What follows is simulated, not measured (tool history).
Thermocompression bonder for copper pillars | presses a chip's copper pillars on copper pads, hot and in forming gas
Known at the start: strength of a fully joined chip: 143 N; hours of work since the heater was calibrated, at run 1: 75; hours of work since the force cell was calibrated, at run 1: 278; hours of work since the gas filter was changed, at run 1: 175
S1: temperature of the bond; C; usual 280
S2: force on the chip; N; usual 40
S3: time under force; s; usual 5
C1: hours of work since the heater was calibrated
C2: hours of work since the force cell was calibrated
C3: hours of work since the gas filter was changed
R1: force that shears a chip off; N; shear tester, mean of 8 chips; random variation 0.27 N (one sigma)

run     day   S1  S2  S3   C1   C2   C3     R1
  1   0.000  280  40   5   75  278  175   81.0
  2   0.521  280  36   5   83  287  183   76.7
  3   0.988  280  36   5   91  294  191   76.5
  4   1.442  280  36   5   98  301  198   76.9
  5   1.712  280  40  10  102  306  203   99.0
  6   2.133  280  40  10  109  313  209   98.2
  7   2.712  280  40   5  119  322  219   81.4
  8   3.175  280  40   5  126  329  226   81.9
  9   3.521  280  40   5  132  335  232   81.5
 10   3.767  297  40   5  136  339  236   98.0
 11   4.233  297  40   5  143  346  243   97.6
 12   4.804  280  40   5  152  356  252   81.9
 13   5.367  280  40   5  161  365  262   81.7
 14   5.925  299  40   5  170  374  271   99.6
 15   6.312  291  40   5  177  380  277   92.3
 16   6.658  291  40   5  182  386  282   92.5
 17   7.000  291  40   5  188  391  288   92.6
 18   7.279  291  40   5  192  396  292   92.7
 19   7.517  280  40   5  196  399  296   82.1
 20   8.083  256  40   5  205  409  305   58.1
 21   8.433  276  38   5  211  414  311   75.4
 22   8.808  265  31   5  217  420  317   56.9
 23   9.367  265  31   5  226  429  326   56.9
 24   9.808  265  31   5  233  436  333   57.0
 25  10.221  251  46   5  240  443  340   59.7
 26  10.738  251  25   4  248  451  348   35.0
 27  11.133  251  25   4  254  458  355   35.2
 28  11.388  272  27  12  258  462  359   78.5
 29  11.921  290  27  10  267  470  367   91.2
 30  12.471  290  33   9  276  479  376   97.9
 31  12.775  280  42   4  281  484  381   78.8
 32  13.217  280  42   4  288  491  388   78.7
 33  13.546  309  30   4  293  497  393   90.4
 34  14.083  280  40   5  302  505  402   82.8
 35  14.325  280  40   5  306  509  406   82.5
 36  14.871  275  24   8  315  518  415   66.2
 37  15.358  291  54   8  322  526  423  117.0
     15.829  -- forming gas filter changed
 38  15.854  291  54   8  330  534    0  119.4
 39  16.392  291  54   8  339  542    9  119.3

Hidden state or all else? Some run-to-run changes of R1, split into what the settings, what came in and random variation would give without the hidden state, and what is left for the hidden state (with any gauge scatter that isn't in both results):
The hidden state here: true temperature of the bond over the reading, C; force that reaches the chip, % of what is set; oxide that the forming gas leaves, % of the face; drift of the gauge itself on shear_n, %.
Run 25 -> 26: S2 46 -> 25, S3 5 -> 4. R1 -24.7 N: hidden state -0.3, all else -24.4.
Run 27 -> 28: S1 251 -> 272, S2 25 -> 27, S3 4 -> 12. R1 +43.3 N: hidden state +0.2, all else +43.1.
Run 30 -> 31: S1 290 -> 280, S2 33 -> 42, S3 9 -> 4. R1 -19.1 N: hidden state +0.4, all else -19.5.
Run 36 -> 37: S1 275 -> 291, S2 24 -> 54. R1 +50.8 N: hidden state -1.6, all else +52.4.
Run 37 -> 38: forming gas filter changed. R1 +2.4 N: hidden state +2.9, all else -0.5.
